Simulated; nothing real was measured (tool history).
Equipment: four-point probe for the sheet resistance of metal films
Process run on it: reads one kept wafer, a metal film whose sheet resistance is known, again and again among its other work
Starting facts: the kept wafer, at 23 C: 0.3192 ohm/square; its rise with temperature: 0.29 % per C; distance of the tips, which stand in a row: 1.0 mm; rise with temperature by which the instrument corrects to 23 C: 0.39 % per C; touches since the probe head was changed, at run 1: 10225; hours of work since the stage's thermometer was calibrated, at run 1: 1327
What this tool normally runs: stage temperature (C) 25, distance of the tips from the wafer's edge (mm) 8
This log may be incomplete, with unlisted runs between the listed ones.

run	hour	stage temperature (C)	distance of the tips from the wafer's edge (mm)	touches since the probe head was changed	hours of work since the stage's thermometer was calibrated	sheet resistance as the instrument gives it (ohm/square)
1	0.0	25	8	10225	1327	0.322826
2	14.1	25	40	10410	1336	0.320281
3	27.7	29	8	10588	1345	0.321546
4	41.9	25	11	10775	1354	0.321587
5	67.0	25	11	11105	1369	0.321584
6	94.3	25	8	11463	1386	0.322899
7	112.0	25	8	11696	1397	0.322822
8	136.9	25	8	12022	1413	0.322907
9	159.9	25	8	12325	1427	0.322820
10	177.1	25	8	12550	1438	0.322979
11	197.0	25	8	12811	1450	0.322929
12	216.8	25	8	13071	1463	0.323021
13	231.0	25	8	13258	1472	0.322915
14	242.8	25	8	13412	1479	0.323157
15	255.1	35	11	13574	1487	0.318870

For run 16, what comes out?
# hour 256.9: stage's thermometer calibrated
16	274.7	35	11	13825	11	?

sheet resistance as the instrument gives it (ohm/square): 0.318992
Had the tool carried no hidden state, the very same run would have given sheet resistance as the instrument gives it (ohm/square) 0.317155.
